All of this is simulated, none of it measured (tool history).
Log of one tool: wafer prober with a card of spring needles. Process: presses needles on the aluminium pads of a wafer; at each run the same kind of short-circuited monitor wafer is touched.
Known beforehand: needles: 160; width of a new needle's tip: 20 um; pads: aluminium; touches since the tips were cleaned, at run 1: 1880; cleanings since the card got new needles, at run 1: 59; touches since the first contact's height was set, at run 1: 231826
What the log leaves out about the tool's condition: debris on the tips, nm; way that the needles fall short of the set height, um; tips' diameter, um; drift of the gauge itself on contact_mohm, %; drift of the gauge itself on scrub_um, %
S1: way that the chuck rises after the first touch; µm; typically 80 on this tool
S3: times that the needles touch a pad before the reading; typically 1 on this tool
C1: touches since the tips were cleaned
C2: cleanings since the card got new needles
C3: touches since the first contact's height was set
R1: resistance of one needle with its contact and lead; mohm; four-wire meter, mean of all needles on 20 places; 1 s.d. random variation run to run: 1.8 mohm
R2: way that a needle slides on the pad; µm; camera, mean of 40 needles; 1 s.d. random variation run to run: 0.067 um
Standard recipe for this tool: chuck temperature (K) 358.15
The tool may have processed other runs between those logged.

Run 1, hour 0.0: usual settings; C1 1880; C2 59; C3 231826. Result: R1 183 mohm, R2 16.61 µm.
At hour 4.3: tips cleaned on abrasive film.
Run 2, hour 12.0: usual settings but chuck temperature (K) 384.15; C1 3074; C2 60; C3 236573. Result: R1 188 mohm, R2 16.63 µm.
At hour 13.5: tips cleaned on abrasive film.
At hour 22.2: tips cleaned on abrasive film.
Run 3, hour 25.2: usual settings but S1 62 µm; C1 1193; C2 62; C3 241776. Result: R1 189 mohm, R2 12.94 µm.
At hour 31.1: tips cleaned on abrasive film.
At hour 37.5: height of the first contact set anew.
Run 4, hour 38.7: usual settings but S1 62 µm; C1 2899; C2 63; C3 481. Result: R1 186 mohm, R2 12.94 µm.
At hour 40.5: tips cleaned on abrasive film.
At hour 49.6: tips cleaned on abrasive film.
Run 5, hour 50.1: usual settings; C1 205; C2 65; C3 4987. Result: R1 182 mohm, R2 16.70 µm.
At hour 58.4: tips cleaned on abrasive film.
Run 6, hour 65.2: usual settings; C1 2730; C2 66; C3 10964. Result: R1 182 mohm, R2 16.72 µm.
At hour 67.3: tips cleaned on abrasive film.
At hour 76.3: tips cleaned on abrasive film.
Run 7, hour 79.1: usual settings but chuck temperature (K) 299.15; C1 1129; C2 68; C3 16443. Result: R1 169 mohm, R2 16.76 µm.
At hour 84.8: tips cleaned on abrasive film.
Run 8, hour 91.7: usual settings but S3 2; C1 2759; C2 69; C3 21468. Result: R1 181 mohm, R2 16.71 µm.
At hour 93.3: tips cleaned on abrasive film.
At hour 102.1: tips cleaned on abrasive film.
Run 9, hour 103.8: usual settings but S1 73 µm, S3 2; C1 681; C2 71; C3 26206. Result: R1 182 mohm, R2 15.32 µm.
At hour 110.7: tips cleaned on abrasive film.
Run 10, hour 113.8: usual settings but S1 77 µm; C1 1224; C2 72; C3 30175. Result: R1 178 mohm, R2 16.09 µm.
At hour 119.6: tips cleaned on abrasive film.
Run 11, hour 124.5: usual settings but S1 77 µm; C1 1967; C2 73; C3 34435. Result: R1 183 mohm, R2 16.25 µm.
At hour 128.8: tips cleaned on abrasive film.
At hour 138.0: tips cleaned on abrasive film.
Run 12, hour 138.9: usual settings but S1 61 µm, S3 2; C1 345; C2 75; C3 40100. Result: R1 186 mohm, R2 12.74 µm.
At hour 147.3: tips cleaned on abrasive film.
Run 13, hour 151.3: usual settings but S1 70 µm, chuck temperature (K) 386.15, S3 2; C1 1589; C2 76; C3 45015. Result: R1 191 mohm, R2 14.76 µm.
At hour 157.1: tips cleaned on abrasive film.
Run 14, hour 158.9: usual settings but S1 86 µm, chuck temperature (K) 312.15, S3 2; C1 721; C2 77; C3 48002. Result: R1 169 mohm, R2 18.10 µm.
At hour 165.8: tips cleaned on abrasive film.
Run 15, hour 166.5: usual settings but chuck temperature (K) 382.15; C1 267; C2 78; C3 51019. Result: R1 182 mohm, R2 16.90 µm.
At hour 174.2: tips cleaned on abrasive film.
At hour 183.4: tips cleaned on abrasive film.
Run 16, hour 183.4: usual settings but chuck temperature (K) 394.15, S3 2; C1 0; C2 80; C3 57689. Result: R1 186 mohm, R2 16.86 µm.
At hour 192.5: tips cleaned on abrasive film.
Run 17, hour 200.2: usual settings but S1 77 µm, S3 2; C1 3104; C2 81; C3 64396. Result: R1 185 mohm, R2 16.16 µm.
At hour 201.2: tips cleaned on abrasive film.
At hour 210.4: tips cleaned on abrasive film.
Run 18, hour 214.5: usual settings but S1 77 µm, S3 2; C1 1610; C2 83; C3 70008. Result: R1 184 mohm, R2 16.27 µm.
At hour 219.1: tips cleaned on abrasive film.
Run 19, hour 226.9: usual settings but S1 77 µm, S3 2; C1 3135; C2 84; C3 74958. Result: R1 182 mohm, R2 16.22 µm.
At hour 227.9: tips cleaned on abrasive film.
Run 20, hour 234.5: usual settings but S1 65 µm; C1 2635; C2 85; C3 77940. Result: R1 184 mohm, R2 13.51 µm.
At hour 236.6: tips cleaned on abrasive film.
At hour 245.2: tips cleaned on abrasive film.
Run 21, hour 247.2: usual settings but S1 95 µm, S3 2; C1 786; C2 87; C3 82946. Result: R1 177 mohm, R2 20.12 µm.

Below are 5 alternative next runs, each starting from the tool's condition after run 21. Predict each:
At hour 253.7: tips cleaned on abrasive film.
Run A, hour 256.5: usual settings but S1 61 µm, chuck temperature (K) 354.15; C1 1110; C2 88; C3 86612. Result: R1 ?, R2 ?.
At hour 253.7: tips cleaned on abrasive film.
Run B, hour 256.5: usual settings but S1 68 µm, chuck temperature (K) 386.15, S3 2; C1 1110; C2 88; C3 86612. Result: R1 ?, R2 ?.
At hour 253.7: tips cleaned on abrasive film.
Run C, hour 256.5: usual settings but S3 3; C1 1110; C2 88; C3 86612. Result: R1 ?, R2 ?.
At hour 253.7: tips cleaned on abrasive film.
Run D, hour 256.5: usual settings but S1 71 µm; C1 1110; C2 88; C3 86612. Result: R1 ?, R2 ?.
At hour 253.7: tips cleaned on abrasive film.
Run E, hour 256.5: usual settings but chuck temperature (K) 312.15; C1 1110; C2 88; C3 86612. Result: R1 ?, R2 ?.

run   R1     R2
  A  189  12.95
  B  192  14.31
  C  183  16.88
  D  185  14.98
  E  171  16.93
Without the tool's hidden state the same runs would have given:
run   R1     R2
  A  188  12.76
  B  191  14.10
  C  183  16.64
  D  184  14.76
  E  171  16.68

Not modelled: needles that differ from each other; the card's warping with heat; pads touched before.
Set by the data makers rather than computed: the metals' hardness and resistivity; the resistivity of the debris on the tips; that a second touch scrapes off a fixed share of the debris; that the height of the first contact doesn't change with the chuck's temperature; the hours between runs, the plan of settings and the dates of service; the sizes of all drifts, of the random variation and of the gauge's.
